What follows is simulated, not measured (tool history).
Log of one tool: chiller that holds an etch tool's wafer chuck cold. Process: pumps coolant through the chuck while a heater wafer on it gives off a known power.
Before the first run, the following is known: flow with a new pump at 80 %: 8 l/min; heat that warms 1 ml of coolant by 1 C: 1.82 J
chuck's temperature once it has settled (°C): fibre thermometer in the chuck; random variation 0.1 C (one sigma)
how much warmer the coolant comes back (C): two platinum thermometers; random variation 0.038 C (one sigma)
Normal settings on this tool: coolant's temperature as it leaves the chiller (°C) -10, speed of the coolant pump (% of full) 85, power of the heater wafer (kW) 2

run    hour  coolant's temperature as it leaves the chiller (°C)  speed of the coolant pump (% of full)  power of the heater wafer (kW)  chuck's temperature once it has settled (°C)  how much warmer the coolant comes back (C)
  1       0                                                  -10                                     85                               2                                          13.1                                        8.97
  2     142                                                  -10                                     85                               2                                          13.4                                        9.06
  3   245.9                                                  -10                                     85                               2                                          13.4                                        9.04
  4   368.3                                                  -10                                     85                               2                                          13.5                                        9.06
  5   505.4                                                  -10                                     85                           2.594                                          20.7                                       11.81
  6   664.4                                                  -10                                     85                           2.594                                          20.9                                       11.87
  7     832                                                  -10                                     85                           2.594                                          21.1                                       12.05
  8   997.8                                                  -10                                     85                           2.594                                          21.3                                       12.11
  9  1129.6                                                  -10                                     85                               2                                          14.4                                        9.32
 10  1225.7                                                  -10                                     85                               2                                          14.3                                        9.37
 11  1327.9                                                  -10                                     85                               2                                          14.5                                         9.4
 12    1446                                                  -10                                     66                               2                                          20.1                                       12.38
 13  1545.9                                                  -10                                     85                               2                                          14.6                                        9.58
 14  1665.4                                                  -18                                     85                               2                                             7                                        9.57
 15  1814.3                                                  -13                                     85                               2                                            12                                        9.54
 16  1971.2                                                  -10                                     85                               2                                          15.2                                        9.59
 17  2085.6                                                  -15                                     83                               2                                           8.5                                        9.89
 18  2230.2                                                  -10                                     88                           2.471                                            18                                       11.66
 19  2347.3                                                  -10                                     88                           2.471                                          18.1                                        11.6
 20  2472.8                                                  -10                                     88                           2.471                                          18.3                                       11.73
 21  2631.3                                                  -10                                     76                           2.133                                          17.9                                       11.89
 22  2776.9                                                  -14                                     81                           2.133                                          12.5                                       11.13
 23  2944.2                                                  -13                                     81                           2.133                                          13.7                                       11.32
 24  3116.8                                                   -7                                     90                           2.133                                          13.1                                        7.76
 25  3275.5                                                   -2                                     98                           1.048                                           7.2                                        3.48
 26    3400                                                  -15                                     85                           1.282                                          -2.4                                        4.96
 27  3536.6                                                  -15                                     85                           1.282                                          -2.3                                        5.01
 28  3701.3                                                  -18                                     70                           1.859                                           3.9                                        8.97
 29  3786.2                                                  -19                                     85                           2.231                                           3.6                                        8.73
 30  3880.7                                                  -17                                     78                            1.11                                            -5                                        4.75
 31  3997.1                                                    0                                     85                            1.54                                          15.7                                        6.03

Withheld: 2 entries from between the runs. Position of each, and hidden state at the listed run before versus the listed run after:
Between runs 16 and 17: coolant changed, channels flushed (hour 2073.1)
  heat passed by the chuck's channels, % of clean ones': 89.8 -> 100; flow at a given pump speed, % of a new pump's: 80 -> 79.7; coolant's true temperature over the reading, C: -0.14 -> -0.15
  difference, measured minus the result without the unlogged condition, chuck's temperature once it has settled (°C): +5.5 -> +3.5; how much warmer the coolant comes back (C): +1.92 -> +2.02
Between runs 23 and 24: coolant pump overhauled (hour 3052.5)
  heat passed by the chuck's channels, % of clean ones': 98.2 -> 97.9; flow at a given pump speed, % of a new pump's: 77 -> 100; coolant's true temperature over the reading, C: -0.21 -> -0.22
  difference, measured minus the result without the unlogged condition, chuck's temperature once it has settled (°C): +4.9 -> +0.1; how much warmer the coolant comes back (C): +2.61 -> +0
